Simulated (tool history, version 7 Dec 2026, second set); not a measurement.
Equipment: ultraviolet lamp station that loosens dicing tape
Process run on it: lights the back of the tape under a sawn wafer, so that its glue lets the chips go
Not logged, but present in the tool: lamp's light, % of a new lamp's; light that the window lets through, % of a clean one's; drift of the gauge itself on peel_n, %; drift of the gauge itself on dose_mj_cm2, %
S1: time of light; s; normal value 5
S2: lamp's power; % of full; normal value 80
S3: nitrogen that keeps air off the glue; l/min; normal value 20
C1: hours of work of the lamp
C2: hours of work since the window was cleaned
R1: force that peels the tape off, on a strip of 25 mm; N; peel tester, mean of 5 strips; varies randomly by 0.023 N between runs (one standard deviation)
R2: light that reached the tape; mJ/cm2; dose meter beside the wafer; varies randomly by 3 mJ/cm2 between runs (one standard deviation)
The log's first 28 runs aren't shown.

run 29 hour=663.1 | S1=9 S2=80 S3=31 | C1=850 C2=191 | R1=0.427 R2=653
run 30 hour=691.3 | S1=3 S2=67 S3=20 | C1=865 C2=205 | R1=3.768 R2=179
run 31 hour=725.3 | S1=7 S2=64 S3=20 | C1=883 C2=223 | R1=1.373 R2=398
run 32 hour=740.9 | S1=5 S2=80 S3=29 | C1=891 C2=231 | R1=1.432 R2=349
run 33 hour=765.6 | S1=9 S2=70 S3=37 | C1=904 C2=244 | R1=0.532 R2=557
run 34 hour=783 | S1=6 S2=89 S3=37 | C1=913 C2=253 | R1=0.775 R2=472
run 35 hour=807.1 | S1=7 S2=69 S3=10 | C1=925 C2=265 | R1=1.777 R2=426
run 36 hour=830 | S1=5 S2=83 S3=10 | C1=937 C2=277 | R1=2.236 R2=363
run 37 hour=849.5 | S1=5 S2=83 S3=10 | C1=947 C2=288 | R1=2.224 R2=355
run 38 hour=879.6 | S1=3 S2=76 S3=9 | C1=963 C2=303 | R1=4.198 R2=199
run 39 hour=913.4 | S1=7 S2=95 S3=11 | C1=981 C2=321 | R1=1.045 R2=566
run 40 hour=936.8 | S1=7 S2=95 S3=11 | C1=993 C2=333 | R1=0.981 R2=568
run 41 hour=967.1 | S1=7 S2=77 S3=28 | C1=1009 C2=349 | R1=0.893 R2=459
run 42 hour=993.3 | S1=3 S2=80 S3=20 | C1=1022 C2=362 | R1=3.203 R2=206
run 43 hour=1010.8 | S1=4 S2=71 S3=17 | C1=1031 C2=371 | R1=3.003 R2=241

What if the next run were any one of these 4? Each begins from the tool's condition after run 43:
run A hour=1033.5 | S1=5 S2=97 S3=12 | C1=1043 C2=383 | R1=? R2=?
run B hour=1033.5 | S1=4 S2=64 S3=37 | C1=1043 C2=383 | R1=? R2=?
run C hour=1033.5 | S1=4 S2=61 S3=17 | C1=1043 C2=383 | R1=? R2=?
run D hour=1033.5 | S1=3 S2=97 S3=9 | C1=1043 C2=383 | R1=? R2=?

run=A R1=1.692 R2=405
run=B R1=2.664 R2=214
run=C R1=3.449 R2=206
run=D R1=3.556 R2=244
With no hidden state in the tool, these same runs would have given:
run=A R1=1.023 R2=544
run=B R1=1.804 R2=289
run=C R1=2.53 R2=276
run=D R1=2.635 R2=327
